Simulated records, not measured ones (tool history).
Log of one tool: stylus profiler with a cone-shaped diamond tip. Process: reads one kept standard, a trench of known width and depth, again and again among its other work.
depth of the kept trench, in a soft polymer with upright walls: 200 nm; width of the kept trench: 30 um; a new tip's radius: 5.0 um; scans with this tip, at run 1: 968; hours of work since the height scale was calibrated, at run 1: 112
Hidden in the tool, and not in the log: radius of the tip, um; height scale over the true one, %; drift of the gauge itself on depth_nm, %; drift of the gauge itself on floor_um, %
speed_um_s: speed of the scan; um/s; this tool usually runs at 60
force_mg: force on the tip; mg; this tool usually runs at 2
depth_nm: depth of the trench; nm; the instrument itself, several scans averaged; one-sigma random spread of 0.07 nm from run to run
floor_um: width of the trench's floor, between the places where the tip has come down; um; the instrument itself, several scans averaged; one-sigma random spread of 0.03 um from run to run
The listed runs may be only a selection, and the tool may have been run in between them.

run	hour	speed_um_s	force_mg	scans with this tip	hours of work since the height scale was calibrated	depth_nm	floor_um
1	0	60	2	968	112	202.74	26.72
2	10.1	60	2	1007	116	202.9	26.72
3	26.6	60	1.01	1070	124	201.91	26.54
4	45.3	60	2	1141	132	202.99	26.71
5	67.6	36	2	1226	142	203	26.87
6	84.4	60	2	1290	149	202.78	26.73
7	95.5	60	2	1332	154	202.89	26.71
8	108.9	60	2	1383	160	202.96	26.68
9	129.7	60	2	1463	169	202.93	26.68
10	148.9	60	2	1536	178	203.06	26.63
11	170.3	79	2	1617	187	202.96	26.55
12	193.2	79	2	1705	197	202.92	26.54
13	203.2	79	2	1743	201	202.93	26.54
14	218.1	79	2	1799	208	202.83	26.5
15	238	79	2	1875	217	203.05	26.52
16	251.3	60	2	1926	223	202.93	26.64
# hour 252.9: height scale calibrated on a step standard
17	266	60	2	1980	6	202.94	26.63
18	275.7	60	2	2017	10	203.12	26.66
19	292.5	60	2	2081	17	202.99	26.59
# hour 304.6: height scale calibrated on a step standard, once more
20	313.8	60	2	2160	4	202.86	26.61
21	334.2	60	2	2238	13	202.9	26.63
22	348.1	60	2	2291	19	202.9	26.56
23	361.4	60	2	2342	25	202.92	26.54
24	375.3	216	2.14	2394	31	203	25.52
25	394	135	1.36	2466	39	202.14	25.92
26	411.2	135	1.36	2531	47	202.42	25.79
27	431.1	135	1.36	2607	56	202.05	25.85
28	449.9	65	2.27	2679	64	203	26.63
29	469.3	76	3.07	2753	73	203.95	26.57
30	479	72	1.82	2789	77	202.6	26.49

What will run 31 give?
31	499	183	1.53	2866	86	?	?

Run 31 measured depth_nm 202.51 nm, floor_um 25.46 um.
With no hidden state in the tool, this same run would have given depth_nm 202.5 nm, floor_um 25.66 um.
